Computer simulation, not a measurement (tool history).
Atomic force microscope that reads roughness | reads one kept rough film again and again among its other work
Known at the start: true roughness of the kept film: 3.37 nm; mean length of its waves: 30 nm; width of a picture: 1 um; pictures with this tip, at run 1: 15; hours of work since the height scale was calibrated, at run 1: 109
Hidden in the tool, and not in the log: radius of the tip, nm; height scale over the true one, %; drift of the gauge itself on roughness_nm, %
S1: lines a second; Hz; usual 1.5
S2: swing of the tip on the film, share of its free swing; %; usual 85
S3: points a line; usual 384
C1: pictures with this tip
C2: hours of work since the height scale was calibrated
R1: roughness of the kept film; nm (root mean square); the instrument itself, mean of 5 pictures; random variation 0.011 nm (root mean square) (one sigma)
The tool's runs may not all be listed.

run 1 hour=0 | S1=1.5 S2=85 S3=384 | C1=15 C2=109 | R1=2.577
run 2 hour=12.3 | S1=1.5 S2=85 S3=384 | C1=32 C2=114 | R1=2.561
run 3 hour=24.6 | S1=1.5 S2=85 S3=384 | C1=48 C2=119 | R1=2.515
run 4 hour=36.7 | S1=1.5 S2=85 S3=384 | C1=65 C2=125 | R1=2.492
run 5 hour=49.6 | S1=1.5 S2=85 S3=384 | C1=83 C2=130 | R1=2.458
run 6 hour=57.2 | S1=1.5 S2=85 S3=384 | C1=93 C2=134 | R1=2.442
run 7 hour=65.1 | S1=1.5 S2=85 S3=384 | C1=104 C2=137 | R1=2.434
run 8 hour=76.9 | S1=1.5 S2=85 S3=384 | C1=120 C2=142 | R1=2.39
run 9 hour=85.2 | S1=1.5 S2=85 S3=259 | C1=131 C2=146 | R1=2.363
run 10 hour=98.4 | S1=1.5 S2=85 S3=500 | C1=149 C2=152 | R1=2.378
run 11 hour=111.5 | S1=1.5 S2=85 S3=500 | C1=167 C2=158 | R1=2.333
run 12 hour=118.5 | S1=1.5 S2=85 S3=500 | C1=177 C2=161 | R1=2.331
run 13 hour=131.8 | S1=1.5 S2=56 S3=384 | C1=195 C2=166 | R1=2.573
run 14 hour=138.9 | S1=1.5 S2=67 S3=384 | C1=205 C2=170 | R1=2.478
run 15 hour=155.1 | S1=1.5 S2=67 S3=384 | C1=227 C2=177 | R1=2.436
run 16 hour=163.7 | S1=1.5 S2=67 S3=384 | C1=239 C2=180 | R1=2.445
run 17 hour=172.5 | S1=1.5 S2=67 S3=384 | C1=251 C2=184 | R1=2.405
-- hour=185.4 new tip fitted
run 18 hour=186 | S1=1.5 S2=63 S3=384 | C1=1 C2=190 | R1=2.87
run 19 hour=193.2 | S1=1.5 S2=85 S3=384 | C1=11 C2=193 | R1=2.571
run 20 hour=207.7 | S1=1.5 S2=85 S3=384 | C1=31 C2=200 | R1=2.509
run 21 hour=220.7 | S1=1.5 S2=85 S3=384 | C1=48 C2=205 | R1=2.502
-- hour=222.8 height scale calibrated on a step standard
run 22 hour=229.9 | S1=3.87 S2=85 S3=384 | C1=59 C2=3 | R1=2.021
run 23 hour=243.2 | S1=1.5 S2=85 S3=436 | C1=78 C2=9 | R1=2.45
run 24 hour=250.4 | S1=1.5 S2=85 S3=866 | C1=88 C2=12 | R1=2.439
run 25 hour=262.5 | S1=1.5 S2=85 S3=866 | C1=104 C2=17 | R1=2.399
-- hour=272.9 height scale calibrated on a step standard, once more
run 26 hour=277.8 | S1=3.31 S2=59 S3=384 | C1=124 C2=2 | R1=2.546
run 27 hour=293.4 | S1=2.26 S2=85 S3=675 | C1=145 C2=9 | R1=2.17
run 28 hour=309 | S1=1.5 S2=62 S3=384 | C1=167 C2=16 | R1=2.524
run 29 hour=315.8 | S1=1.32 S2=57 S3=290 | C1=176 C2=19 | R1=2.538
run 30 hour=323.4 | S1=1.32 S2=57 S3=290 | C1=186 C2=22 | R1=2.521
run 31 hour=337.2 | S1=1.32 S2=83 S3=296 | C1=205 C2=28 | R1=2.27
run 32 hour=349.1 | S1=2.09 S2=85 S3=384 | C1=221 C2=33 | R1=2.085
run 33 hour=358.2 | S1=0.82 S2=66 S3=548 | C1=234 C2=37 | R1=2.503
run 34 hour=370.4 | S1=1.54 S2=82 S3=437 | C1=251 C2=43 | R1=2.209
run 35 hour=377.2 | S1=1.54 S2=82 S3=437 | C1=260 C2=46 | R1=2.2
-- hour=382.7 new tip fitted
run 36 hour=386.1 | S1=2.23 S2=82 S3=437 | C1=4 C2=49 | R1=2.483
run 37 hour=400.7 | S1=2.66 S2=83 S3=384 | C1=24 C2=56 | R1=2.336
run 38 hour=408.3 | S1=2.35 S2=60 S3=700 | C1=35 C2=59 | R1=2.777
run 39 hour=423.1 | S1=2.35 S2=60 S3=700 | C1=55 C2=66 | R1=2.747
run 40 hour=437.1 | S1=2.35 S2=87 S3=700 | C1=74 C2=72 | R1=2.269
run 41 hour=444.6 | S1=2.35 S2=87 S3=700 | C1=84 C2=75 | R1=2.233
run 42 hour=455.3 | S1=2.23 S2=89 S3=500 | C1=99 C2=80 | R1=2.184
run 43 hour=466.9 | S1=0.71 S2=78 S3=318 | C1=115 C2=85 | R1=2.621
run 44 hour=474 | S1=0.71 S2=78 S3=378 | C1=125 C2=88 | R1=2.644
run 45 hour=490.2 | S1=0.71 S2=78 S3=378 | C1=147 C2=95 | R1=2.58
run 46 hour=504 | S1=2.5 S2=62 S3=388 | C1=166 C2=101 | R1=2.466

Forecast each of these 3 alternatives for the next run:
run A hour=513.3 | S1=0.53 S2=62 S3=641 | C1=179 C2=105 | R1=?
run B hour=513.3 | S1=2.5 S2=73 S3=388 | C1=179 C2=105 | R1=?
run C hour=513.3 | S1=2.82 S2=63 S3=260 | C1=179 C2=105 | R1=?

run=A R1=2.641
run=B R1=2.317
run=C R1=2.425
Without the tool's hidden state the same runs would have given:
run=A R1=2.997
run=B R1=2.632
run=C R1=2.753
